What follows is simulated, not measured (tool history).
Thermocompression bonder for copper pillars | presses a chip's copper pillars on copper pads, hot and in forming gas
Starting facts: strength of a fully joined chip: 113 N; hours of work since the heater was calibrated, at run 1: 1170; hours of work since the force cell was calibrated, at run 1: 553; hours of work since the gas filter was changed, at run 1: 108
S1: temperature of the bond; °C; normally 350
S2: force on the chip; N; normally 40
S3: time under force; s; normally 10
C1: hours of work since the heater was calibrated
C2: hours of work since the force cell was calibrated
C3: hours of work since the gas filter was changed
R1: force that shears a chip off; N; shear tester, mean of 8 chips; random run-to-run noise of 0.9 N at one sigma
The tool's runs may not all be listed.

run 1 hour=0.0 | S1=350 S2=40 S3=10 | C1=1170 C2=553 C3=108 | R1=72.1
run 2 hour=9.4 | S1=363 S2=40 S3=10 | C1=1177 C2=560 C3=115 | R1=78.7
run 3 hour=22.6 | S1=350 S2=40 S3=10 | C1=1187 C2=569 C3=124 | R1=70.2
run 4 hour=38.3 | S1=350 S2=40 S3=10 | C1=1199 C2=581 C3=136 | R1=71.1
run 5 hour=52.3 | S1=350 S2=40 S3=10 | C1=1209 C2=591 C3=146 | R1=71.5
run 6 hour=65.5 | S1=350 S2=40 S3=10 | C1=1219 C2=601 C3=156 | R1=70.4
run 7 hour=76.9 | S1=350 S2=40 S3=10 | C1=1227 C2=610 C3=165 | R1=71.9
run 8 hour=95.4 | S1=350 S2=40 S3=10 | C1=1241 C2=623 C3=178 | R1=70.0
run 9 hour=110.8 | S1=350 S2=40 S3=28 | C1=1252 C2=635 C3=190 | R1=87.5
run 10 hour=128.9 | S1=350 S2=40 S3=28 | C1=1266 C2=648 C3=203 | R1=89.0
run 11 hour=141.8 | S1=371 S2=40 S3=10 | C1=1275 C2=658 C3=213 | R1=78.0
run 12 hour=150.5 | S1=371 S2=40 S3=10 | C1=1282 C2=664 C3=219 | R1=79.6
run 13 hour=167.7 | S1=322 S2=33 S3=7 | C1=1295 C2=677 C3=232 | R1=40.8
run 14 hour=179.5 | S1=363 S2=44 S3=27 | C1=1303 C2=685 C3=241 | R1=92.9
run 15 hour=197.1 | S1=333 S2=40 S3=13 | C1=1316 C2=699 C3=254 | R1=64.7
run 16 hour=212.8 | S1=329 S2=47 S3=13 | C1=1328 C2=710 C3=265 | R1=70.2
run 17 hour=229.2 | S1=350 S2=44 S3=15 | C1=1340 C2=722 C3=277 | R1=80.0
run 18 hour=238.8 | S1=350 S2=44 S3=15 | C1=1347 C2=729 C3=284 | R1=79.0
run 19 hour=248.0 | S1=350 S2=44 S3=6 | C1=1354 C2=736 C3=291 | R1=62.2
run 20 hour=256.3 | S1=327 S2=29 S3=12 | C1=1360 C2=742 C3=297 | R1=46.3
run 21 hour=273.8 | S1=327 S2=29 S3=26 | C1=1373 C2=755 C3=310 | R1=59.1
run 22 hour=290.8 | S1=327 S2=29 S3=26 | C1=1386 C2=768 C3=323 | R1=59.1
run 23 hour=306.0 | S1=350 S2=40 S3=5 | C1=1397 C2=779 C3=334 | R1=53.1

Here are 5 independent what-if runs from the current tool condition. What would each one return?
run A hour=320.1 | S1=337 S2=40 S3=5 | C1=1407 C2=790 C3=345 | R1=?
run B hour=320.1 | S1=320 S2=40 S3=15 | C1=1407 C2=790 C3=345 | R1=?
run C hour=320.1 | S1=365 S2=40 S3=5 | C1=1407 C2=790 C3=345 | R1=?
run D hour=320.1 | S1=350 S2=40 S3=5 | C1=1407 C2=790 C3=345 | R1=?
run E hour=320.1 | S1=369 S2=56 S3=13 | C1=1407 C2=790 C3=345 | R1=?

run=A R1=47.6
run=B R1=58.7
run=C R1=59.2
run=D R1=54.4
run=E R1=89.6
Without the tool's unlogged condition, the same runs would have read:
run=A R1=54.1
run=B R1=66.4
run=C R1=67.4
run=D R1=61.6
run=E R1=101.2
